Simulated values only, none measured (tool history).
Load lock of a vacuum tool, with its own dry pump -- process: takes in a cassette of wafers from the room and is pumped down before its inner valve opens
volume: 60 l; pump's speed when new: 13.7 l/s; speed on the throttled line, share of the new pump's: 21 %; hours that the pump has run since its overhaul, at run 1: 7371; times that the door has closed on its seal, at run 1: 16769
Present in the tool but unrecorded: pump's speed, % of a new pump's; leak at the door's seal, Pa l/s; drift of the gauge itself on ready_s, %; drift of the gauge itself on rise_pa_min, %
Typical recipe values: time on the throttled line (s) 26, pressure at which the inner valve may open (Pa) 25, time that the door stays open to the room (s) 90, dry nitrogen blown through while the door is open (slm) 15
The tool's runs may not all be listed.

| run | hour | time on the throttled line (s) | pressure at which the inner valve may open (Pa) | time that the door stays open to the room (s) | dry nitrogen blown through while the door is open (slm) | hours that the pump has run since its overhaul | times that the door has closed on its seal | incoming humidity of the room's air, % | time from the closed door until the inner valve may open (s) | rise of the pressure with all valves shut (Pa/min) |
|---|---|---|---|---|---|---|---|---|---|---|
| 1 | 0.0 | 26 | 25 | 90 | 15 | 7371 | 16769 | 44.4 | 61.1 | 0.408 |
| 2 | 132.2 | 39 | 25 | 90 | 15 | 7503 | 16967 | 44.5 | 70.9 | 0.416 |
| 3 | 357.9 | 39 | 25 | 90 | 15 | 7729 | 17305 | 47.9 | 71.5 | 0.424 |
| 4 | 544.9 | 26 | 25 | 64 | 15 | 7916 | 17585 | 46.3 | 61.3 | 0.429 |
| 5 | 711.8 | 26 | 25 | 64 | 15 | 8083 | 17835 | 45.5 | 61.5 | 0.448 |
| 6 | 821.1 | 26 | 25 | 64 | 15 | 8192 | 17999 | 41.6 | 62.4 | 0.443 |
| 7 | 994.6 | 26 | 49 | 64 | 15 | 8365 | 18259 | 45.1 | 58.4 | 0.453 |
| 8 | 1131.1 | 26 | 49 | 64 | 15 | 8502 | 18463 | 46.3 | 58.7 | 0.473 |
| 9 | 1339.2 | 26 | 49 | 64 | 15 | 8710 | 18775 | 44.7 | 58.5 | 0.480 |
| 10 | 1575.5 | 26 | 25 | 90 | 7 | 8946 | 19129 | 46.2 | 61.6 | 0.521 |
| 11 | 1736.0 | 26 | 25 | 90 | 7 | 9107 | 19369 | 42.3 | 61.5 | 0.507 |
| 12 | 1963.6 | 15 | 24 | 208 | 5 | 9334 | 19710 | 45.0 | 54.1 | 0.572 |
| 13 | 2082.0 | 26 | 25 | 90 | 5 | 9453 | 19888 | 46.6 | 63.3 | 0.544 |
| 14 | 2311.6 | 41 | 25 | 90 | 27 | 9682 | 20232 | 44.2 | 74.4 | 0.532 |
| 15 | 2460.4 | 32 | 42 | 90 | 5 | 9831 | 20454 | 45.9 | 64.5 | 0.576 |
| 16 | 2651.9 | 32 | 42 | 90 | 5 | 10023 | 20741 | 46.7 | 64.8 | 0.600 |
|  | 2751.4 | door's seal changed, seat wiped |
| 17 | 2825.6 | 32 | 42 | 90 | 5 | 10195 | 111 | 45.0 | 64.9 | 0.045 |
| 18 | 3007.5 | 32 | 42 | 90 | 5 | 10377 | 384 | 46.0 | 64.8 | 0.047 |
| 19 | 3236.2 | 26 | 25 | 43 | 5 | 10605 | 726 | 47.2 | 63.2 | 0.031 |
| 20 | 3371.2 | 20 | 25 | 120 | 11 | 10740 | 929 | 43.6 | 59.3 | 0.045 |

Predict each of these 4 candidate next runs independently; none follows another, all start after run 20:
|  | 3443.0 | dry pump taken out, an overhauled one fitted |
| A | 3498.3 | 21 | 25 | 89 | 15 | 55 | 1110 | 44.5 | ? | ? |
|  | 3443.0 | dry pump taken out, an overhauled one fitted |
| B | 3498.3 | 20 | 32 | 48 | 6 | 55 | 1110 | 44.0 | ? | ? |
|  | 3443.0 | dry pump taken out, an overhauled one fitted |
| C | 3498.3 | 15 | 25 | 120 | 11 | 55 | 1110 | 44.0 | ? | ? |
|  | 3443.0 | dry pump taken out, an overhauled one fitted |
| D | 3498.3 | 20 | 25 | 153 | 34 | 55 | 1110 | 46.4 | ? | ? |

| run | time from the closed door until the inner valve may open (s) | rise of the pressure with all valves shut (Pa/min) |
|---|---|---|
| A | 53.4 | 0.031 |
| B | 51.4 | 0.033 |
| C | 48.2 | 0.047 |
| D | 52.8 | 0.029 |
Without the tool's unlogged condition, the same runs would have read:
| run | time from the closed door until the inner valve may open (s) | rise of the pressure with all valves shut (Pa/min) |
|---|---|---|
| A | 53.2 | 0.022 |
| B | 51.1 | 0.024 |
| C | 48.0 | 0.037 |
| D | 52.6 | 0.020 |
